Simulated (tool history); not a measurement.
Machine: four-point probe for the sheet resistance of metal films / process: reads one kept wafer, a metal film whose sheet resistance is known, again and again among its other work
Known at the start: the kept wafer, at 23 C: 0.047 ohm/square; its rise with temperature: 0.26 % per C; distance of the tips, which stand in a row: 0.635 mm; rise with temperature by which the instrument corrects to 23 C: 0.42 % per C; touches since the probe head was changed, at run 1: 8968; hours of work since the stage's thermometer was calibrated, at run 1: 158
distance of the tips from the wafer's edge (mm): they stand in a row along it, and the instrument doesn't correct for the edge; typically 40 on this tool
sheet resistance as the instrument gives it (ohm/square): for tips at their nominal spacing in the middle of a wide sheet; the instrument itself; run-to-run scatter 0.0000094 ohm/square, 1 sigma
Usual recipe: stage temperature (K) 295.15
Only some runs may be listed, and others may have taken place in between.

| run | hour | stage temperature (K) | distance of the tips from the wafer's edge (mm) | touches since the probe head was changed | hours of work since the stage's thermometer was calibrated | sheet resistance as the instrument gives it (ohm/square) |
|---|---|---|---|---|---|---|
| 1 | 0.0 | 295.15 | 40 | 8968 | 158 | 0.046906 |
| 2 | 16.4 | 295.15 | 40 | 9403 | 165 | 0.046896 |
| 3 | 33.0 | 295.15 | 40 | 9843 | 173 | 0.046901 |
| 4 | 41.6 | 295.15 | 23 | 10073 | 177 | 0.046916 |
| 5 | 49.8 | 295.15 | 23 | 10290 | 181 | 0.046928 |
| 6 | 67.1 | 295.15 | 22 | 10748 | 189 | 0.046917 |
| 7 | 80.8 | 297.15 | 40 | 11111 | 195 | 0.046771 |
| 8 | 93.3 | 297.15 | 40 | 11444 | 201 | 0.046769 |
| 9 | 100.8 | 295.15 | 4 | 11641 | 205 | 0.047532 |
| 10 | 112.5 | 295.15 | 4 | 11952 | 210 | 0.047568 |
| 11 | 120.6 | 295.15 | 4 | 12168 | 214 | 0.047536 |
| 12 | 129.3 | 295.15 | 4 | 12397 | 218 | 0.047533 |
| 13 | 145.8 | 295.15 | 4 | 12836 | 226 | 0.047539 |
| 14 | 152.8 | 295.15 | 4 | 13021 | 229 | 0.047546 |
| 15 | 167.6 | 295.15 | 5 | 13413 | 236 | 0.047324 |
| 16 | 183.4 | 295.15 | 5 | 13832 | 243 | 0.047326 |
| 17 | 196.5 | 298.15 | 40 | 14179 | 249 | 0.046707 |
| 18 | 211.9 | 298.15 | 40 | 14588 | 257 | 0.046707 |
| 19 | 225.1 | 302.15 | 40 | 14938 | 263 | 0.046415 |
| 20 | 239.7 | 302.15 | 40 | 15326 | 270 | 0.046424 |
| 21 | 250.2 | 302.15 | 40 | 15604 | 274 | 0.046402 |
| 22 | 264.3 | 295.15 | 45 | 15979 | 281 | 0.046940 |
| 23 | 277.6 | 295.15 | 45 | 16330 | 287 | 0.046917 |
| 24 | 287.6 | 295.15 | 45 | 16597 | 292 | 0.046941 |
| 25 | 299.2 | 298.15 | 15 | 16905 | 297 | 0.046739 |
| 26 | 314.6 | 292.15 | 3 | 17313 | 305 | 0.048270 |
| 27 | 322.5 | 292.15 | 3 | 17523 | 308 | 0.048272 |
| 28 | 339.5 | 299.15 | 13 | 17974 | 316 | 0.046707 |
| 29 | 353.2 | 297.15 | 27 | 18335 | 323 | 0.046778 |
| 30 | 360.3 | 297.15 | 27 | 18524 | 326 | 0.046814 |
| 31 | 371.3 | 295.15 | 57 | 18816 | 331 | 0.046965 |
| 32 | 381.2 | 292.15 | 3 | 19079 | 336 | 0.048306 |
| 33 | 388.9 | 302.15 | 5 | 19282 | 339 | 0.046844 |
| 34 | 398.5 | 302.15 | 5 | 19537 | 344 | 0.046842 |
| 35 | 409.6 | 302.15 | 5 | 19832 | 349 | 0.046838 |
| 36 | 424.8 | 294.15 | 52 | 20235 | 356 | 0.047031 |
| 37 | 435.6 | 295.15 | 3 | 20522 | 361 | 0.048054 |
| 38 | 448.8 | 302.15 | 20 | 20872 | 367 | 0.046456 |
| 39 | 457.3 | 301.15 | 11 | 21096 | 371 | 0.046608 |
| 40 | 464.2 | 301.15 | 11 | 21280 | 374 | 0.046596 |
| 41 | 472.0 | 301.15 | 11 | 21487 | 378 | 0.046599 |
| 42 | 483.2 | 301.15 | 11 | 21784 | 383 | 0.046601 |
| 43 | 495.8 | 301.15 | 11 | 22118 | 389 | 0.046590 |

Measured minus without-hidden-state, run by run (identical run-to-run variation in each term; gauge scatter may differ):
Unlogged tool condition in this case: inner tips' distance over the nominal, %; tips' flats over new ones', %; wafer's true temperature over the reading, C; drift of the gauge itself on sheet_ohm, %.
| run | sheet resistance as the instrument gives it (ohm/square) |
|---|---|
| 1 | -0.000182 |
| 2 | -0.000179 |
| 3 | -0.000177 |
| 4 | -0.000176 |
| 5 | -0.000175 |
| 6 | -0.000172 |
| 7 | -0.000170 |
| 8 | -0.000168 |
| 9 | -0.000169 |
| 10 | -0.000168 |
| 11 | -0.000167 |
| 12 | -0.000165 |
| 13 | -0.000163 |
| 14 | -0.000162 |
| 15 | -0.000159 |
| 16 | -0.000157 |
| 17 | -0.000153 |
| 18 | -0.000150 |
| 19 | -0.000148 |
| 20 | -0.000146 |
| 21 | -0.000144 |
| 22 | -0.000144 |
| 23 | -0.000143 |
| 24 | -0.000141 |
| 25 | -0.000138 |
| 26 | -0.000141 |
| 27 | -0.000140 |
| 28 | -0.000133 |
| 29 | -0.000131 |
| 30 | -0.000130 |
| 31 | -0.000129 |
| 32 | -0.000132 |
| 33 | -0.000126 |
| 34 | -0.000124 |
| 35 | -0.000123 |
| 36 | -0.000122 |
| 37 | -0.000123 |
| 38 | -0.000116 |
| 39 | -0.000116 |
| 40 | -0.000115 |
| 41 | -0.000114 |
| 42 | -0.000113 |
| 43 | -0.000110 |
